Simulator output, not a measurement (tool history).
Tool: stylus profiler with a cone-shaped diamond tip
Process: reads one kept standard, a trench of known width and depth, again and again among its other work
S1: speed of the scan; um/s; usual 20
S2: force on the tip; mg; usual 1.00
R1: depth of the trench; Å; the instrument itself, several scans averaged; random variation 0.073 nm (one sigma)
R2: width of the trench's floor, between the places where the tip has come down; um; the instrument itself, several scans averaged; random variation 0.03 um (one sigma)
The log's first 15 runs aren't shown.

{"run": 16, "hour": 232.2, "S1": 47, "S2": 1.0, "R1": 1010.6, "R2": 48.39}
{"run": 17, "hour": 247.3, "S1": 18, "S2": 1.0, "R1": 1009.9, "R2": 48.49}
{"run": 18, "hour": 257.2, "S1": 20, "S2": 0.42, "R1": 1005.1, "R2": 48.44}
{"run": 19, "hour": 270.8, "S1": 20, "S2": 0.42, "R1": 1005.4, "R2": 48.44}
{"run": 20, "hour": 292.2, "S1": 20, "S2": 0.63, "R1": 1008.3, "R2": 48.45}
{"run": 21, "hour": 312.5, "S1": 20, "S2": 0.36, "R1": 1004.9, "R2": 48.41}
{"run": 22, "hour": 322.4, "S1": 20, "S2": 0.36, "R1": 1005.8, "R2": 48.46}
{"run": 23, "hour": 341.6, "S1": 63, "S2": 0.49, "R1": 1007.3, "R2": 48.22}
{"run": 24, "hour": 363.9, "S1": 9, "S2": 2.19, "R1": 1016.9, "R2": 48.49}
{"run": 25, "hour": 381.5, "S1": 36, "S2": 0.87, "R1": 1009.3, "R2": 48.41}
{"run": 26, "hour": 399.2, "S1": 6, "S2": 1.38, "R1": 1013.4, "R2": 48.5}
{"run": 27, "hour": 414.5, "S1": 6, "S2": 1.38, "R1": 1012.7, "R2": 48.52}
{"run": 28, "hour": 434.2, "S1": 6, "S2": 1.38, "R1": 1012.6, "R2": 48.53}
{"run": 29, "hour": 443.8, "S1": 36, "S2": 0.49, "R1": 1008.4, "R2": 48.36}

Run 30 comes next. What will it give?
{"run": 30, "hour": 463.3, "S1": 23, "S2": 1.18, "R1": "?", "R2": "?"}

Run 30 gave R1 1011.9 Å, R2 48.48 um.
Without the tool's hidden state the same run would have given R1 1010.4 Å, R2 48.58 um.
